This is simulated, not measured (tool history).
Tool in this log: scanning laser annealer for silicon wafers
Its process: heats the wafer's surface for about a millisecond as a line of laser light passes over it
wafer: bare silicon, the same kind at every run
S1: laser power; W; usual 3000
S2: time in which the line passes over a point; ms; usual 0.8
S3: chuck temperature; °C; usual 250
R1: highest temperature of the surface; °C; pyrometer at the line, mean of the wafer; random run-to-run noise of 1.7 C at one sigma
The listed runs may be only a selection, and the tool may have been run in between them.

run	hour	S1	S2	S3	R1
1	0	3000	0.8	250	986
2	8.3	3000	0.6	250	879
3	16.6	3000	0.787	250	979
4	29.1	3000	0.697	250	929
5	43.7	3000	0.8	250	986
6	55.9	2892	0.8	250	962
7	72	3000	0.921	250	1045
8	78.7	3000	0.8	250	986
9	93.6	3000	0.8	250	986
10	106	3000	0.773	250	969
11	118.8	3000	0.685	250	924
12	132.3	3000	0.685	250	924
13	142.6	3000	0.8	250	984
14	152.8	3228	0.8	250	1036
15	166.9	3228	0.8	250	1033
16	176.7	3228	0.8	265	1051
17	188.9	3000	0.8	250	982
18	196.5	3000	0.8	250	981
19	204.7	3000	0.691	250	923
20	212.2	2701	0.8	250	913
21	221.8	3109	0.736	241	964
22	236.6	3212	0.599	221	883
23	245	2625	0.79	224	866
24	260.4	2625	0.79	224	865
25	272	3248	0.634	284	974
26	281.5	2994	0.8	250	975
27	289.5	3146	0.566	227	855
28	296	3146	0.566	227	856
29	307.6	2556	0.928	250	929
30	318.4	3279	0.831	239	1046
31	333.5	3034	0.667	276	942
32	348	2695	0.945	260	984
33	359.7	2695	0.945	260	982
34	372.3	2695	0.945	260	982
35	382	2695	0.82	260	925
36	390.5	2695	0.82	260	928
37	402	3000	0.609	250	873
38	414.2	2611	0.792	232	866
39	428	3000	0.843	284	1032
40	436.8	3000	0.757	249	951

Pick out some run-to-run changes in R1. Of each, how much would a tool without hidden state show as well, from the settings, what came in and chance, and how much is left for the hidden state and any gauge scatter not in both results compared?
The tool's hidden condition here consists of: light that passes the window, % of a clean one's; laser's true power over the reading, %; width of the line over the set one, %; drift of the gauge itself on peak_c, C.
Run 20 -> 21: S1 2701 -> 3109, S2 0.8 -> 0.736, S3 250 -> 241. R1 +51 °C: hidden state -2, all else +53.
Run 26 -> 27: S1 2994 -> 3146, S2 0.8 -> 0.566, S3 250 -> 227. R1 -120 °C: hidden state +1, all else -121.
Run 29 -> 30: S1 2556 -> 3279, S2 0.928 -> 0.831, S3 250 -> 239. R1 +117 °C: hidden state -3, all else +120.
Run 30 -> 31: S1 3279 -> 3034, S2 0.831 -> 0.667, S3 239 -> 276. R1 -104 °C: hidden state +2, all else -106.
Run 38 -> 39: S1 2611 -> 3000, S2 0.792 -> 0.843, S3 232 -> 284. R1 +166 °C: hidden state -2, all else +168.
